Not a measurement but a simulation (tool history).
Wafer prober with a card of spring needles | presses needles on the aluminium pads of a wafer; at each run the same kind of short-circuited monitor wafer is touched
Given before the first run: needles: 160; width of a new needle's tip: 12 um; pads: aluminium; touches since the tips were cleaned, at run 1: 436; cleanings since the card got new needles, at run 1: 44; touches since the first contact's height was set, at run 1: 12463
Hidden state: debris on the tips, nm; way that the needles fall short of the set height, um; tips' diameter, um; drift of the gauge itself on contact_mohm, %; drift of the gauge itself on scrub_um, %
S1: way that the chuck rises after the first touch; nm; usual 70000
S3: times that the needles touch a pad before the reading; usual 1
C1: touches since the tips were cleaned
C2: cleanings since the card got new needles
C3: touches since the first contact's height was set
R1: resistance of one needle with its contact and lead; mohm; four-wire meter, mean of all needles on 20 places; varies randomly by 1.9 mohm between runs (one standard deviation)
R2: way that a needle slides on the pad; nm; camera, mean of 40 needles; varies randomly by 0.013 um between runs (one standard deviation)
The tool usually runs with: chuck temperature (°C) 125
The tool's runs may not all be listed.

run 1 day=0.000 | S1=70000 chuck_temperature_(°C)=125 S3=1 | C1=436 C2=44 C3=12463 | R1=208 R2=15340
-- day=0.396 tips cleaned on abrasive film
run 2 day=0.417 | S1=70000 chuck_temperature_(°C)=125 S3=1 | C1=221 C2=45 C3=16928 | R1=207 R2=15330
-- day=0.808 tips cleaned on abrasive film
run 3 day=1.042 | S1=70000 chuck_temperature_(°C)=125 S3=1 | C1=2521 C2=46 C3=23622 | R1=208 R2=15340
-- day=1.233 tips cleaned on abrasive film
-- day=1.654 tips cleaned on abrasive film
run 4 day=1.879 | S1=70000 chuck_temperature_(°C)=125 S3=2 | C1=2418 C2=48 C3=32593 | R1=209 R2=15310
-- day=2.083 tips cleaned on abrasive film
run 5 day=2.488 | S1=70000 chuck_temperature_(°C)=125 S3=2 | C1=4353 C2=49 C3=39124 | R1=208 R2=15340
-- day=2.567 tips cleaned on abrasive film
-- day=3.012 tips cleaned on abrasive film
run 6 day=3.279 | S1=70000 chuck_temperature_(°C)=125 S3=2 | C1=2916 C2=51 C3=47632 | R1=209 R2=15310
-- day=3.450 tips cleaned on abrasive film
-- day=3.862 tips cleaned on abrasive film
run 7 day=3.950 | S1=70000 chuck_temperature_(°C)=125 S3=2 | C1=935 C2=53 C3=54774 | R1=208 R2=15320
-- day=4.338 tips cleaned on abrasive film
run 8 day=4.683 | S1=70000 chuck_temperature_(°C)=125 S3=2 | C1=3747 C2=54 C3=62659 | R1=212 R2=15330
-- day=4.788 tips cleaned on abrasive film
-- day=5.150 height of the first contact set anew
-- day=5.246 tips cleaned on abrasive film
run 9 day=5.400 | S1=70000 chuck_temperature_(°C)=125 S3=2 | C1=1690 C2=56 C3=2663 | R1=210 R2=15310
-- day=5.679 tips cleaned on abrasive film
run 10 day=6.079 | S1=70000 chuck_temperature_(°C)=125 S3=1 | C1=4324 C2=57 C3=9965 | R1=212 R2=15310
-- day=6.150 tips cleaned on abrasive film
-- day=6.571 tips cleaned on abrasive film
run 11 day=6.762 | S1=70000 chuck_temperature_(°C)=125 S3=1 | C1=2031 C2=59 C3=17243 | R1=208 R2=15310
-- day=7.025 tips cleaned on abrasive film
-- day=7.467 tips cleaned on abrasive film
run 12 day=7.471 | S1=70000 chuck_temperature_(°C)=125 S3=1 | C1=62 C2=61 C3=24831 | R1=212 R2=15330
run 13 day=7.829 | S1=70000 chuck_temperature_(°C)=125 S3=1 | C1=3953 C2=61 C3=28722 | R1=208 R2=15300
-- day=7.908 tips cleaned on abrasive film
run 14 day=8.208 | S1=70000 chuck_temperature_(°C)=125 S3=1 | C1=3225 C2=62 C3=32752 | R1=209 R2=15300
-- day=8.354 tips cleaned on abrasive film
-- day=8.767 tips cleaned on abrasive film
run 15 day=8.833 | S1=70000 chuck_temperature_(°C)=60 S3=1 | C1=725 C2=64 C3=39423 | R1=199 R2=15290
-- day=9.229 tips cleaned on abrasive film
run 16 day=9.275 | S1=70000 chuck_temperature_(°C)=125 S3=3 | C1=502 C2=65 C3=44175 | R1=208 R2=15300
-- day=9.638 tips cleaned on abrasive film
run 17 day=9.721 | S1=70000 chuck_temperature_(°C)=125 S3=3 | C1=907 C2=66 C3=48957 | R1=207 R2=15290
-- day=10.067 tips cleaned on abrasive film
run 18 day=10.117 | S1=64000 chuck_temperature_(°C)=82 S3=1 | C1=526 C2=67 C3=53169 | R1=202 R2=13990
-- day=10.500 tips cleaned on abrasive film
run 19 day=10.900 | S1=64000 chuck_temperature_(°C)=29 S3=1 | C1=4335 C2=68 C3=61624 | R1=190 R2=13990
-- day=10.950 tips cleaned on abrasive film
-- day=11.392 tips cleaned on abrasive film
-- day=11.471 height of the first contact set anew
run 20 day=11.700 | S1=57000 chuck_temperature_(°C)=125 S3=2 | C1=3169 C2=70 C3=2441 | R1=212 R2=12440
-- day=11.825 tips cleaned on abrasive film
run 21 day=12.150 | S1=57000 chuck_temperature_(°C)=35 S3=2 | C1=3499 C2=71 C3=7276 | R1=192 R2=12440
-- day=12.283 tips cleaned on abrasive film
-- day=12.725 tips cleaned on abrasive film
run 22 day=12.958 | S1=57000 chuck_temperature_(°C)=35 S3=2 | C1=2508 C2=73 C3=15924 | R1=191 R2=12450
-- day=13.142 tips cleaned on abrasive film
run 23 day=13.492 | S1=69000 chuck_temperature_(°C)=35 S3=2 | C1=3760 C2=74 C3=21654 | R1=191 R2=15040
-- day=13.612 tips cleaned on abrasive film
run 24 day=13.912 | S1=58000 chuck_temperature_(°C)=95 S3=1 | C1=3271 C2=75 C3=26171 | R1=202 R2=12650
-- day=14.054 tips cleaned on abrasive film
-- day=14.500 tips cleaned on abrasive film
run 25 day=14.538 | S1=58000 chuck_temperature_(°C)=44 S3=1 | C1=430 C2=77 C3=32840 | R1=195 R2=12650
-- day=14.921 tips cleaned on abrasive film
run 26 day=14.933 | S1=58000 chuck_temperature_(°C)=87 S3=1 | C1=150 C2=78 C3=37087 | R1=205 R2=12650
-- day=15.358 tips cleaned on abrasive film
run 27 day=15.438 | S1=58000 chuck_temperature_(°C)=87 S3=1 | C1=873 C2=79 C3=42484 | R1=204 R2=12670
-- day=15.788 tips cleaned on abrasive film
run 28 day=16.050 | S1=55000 chuck_temperature_(°C)=125 S3=1 | C1=2838 C2=80 C3=49063 | R1=213 R2=12010
-- day=16.208 tips cleaned on abrasive film
-- day=16.625 tips cleaned on abrasive film
run 29 day=16.667 | S1=83000 chuck_temperature_(°C)=125 S3=1 | C1=430 C2=82 C3=55622 | R1=211 R2=18130
-- day=17.046 tips cleaned on abrasive film
run 30 day=17.267 | S1=74000 chuck_temperature_(°C)=69 S3=1 | C1=2413 C2=83 C3=62111 | R1=198 R2=16130

Some steps in R2, run to run, broken into two amounts with sign: the step expected even without the hidden condition (settings, incoming material, random variation), and the rest, left for the hidden condition together with whatever gauge scatter is not in both the measured and the hidden-condition-free result:
Run 3 -> 4: S3 1 -> 2, tips cleaned on abrasive film, tips cleaned on abrasive film. R2 -30 nm: hidden state -10, all else -20.
Run 22 -> 23: S1 57000 -> 69000, tips cleaned on abrasive film. R2 +2590 nm: hidden state -20, all else +2610.
Run 23 -> 24: S1 69000 -> 58000, chuck temperature (°C) 35 -> 95, S3 2 -> 1, tips cleaned on abrasive film. R2 -2390 nm: hidden state +10, all else -2400.
Run 28 -> 29: S1 55000 -> 83000, tips cleaned on abrasive film, tips cleaned on abrasive film. R2 +6120 nm: hidden state -20, all else +6140.
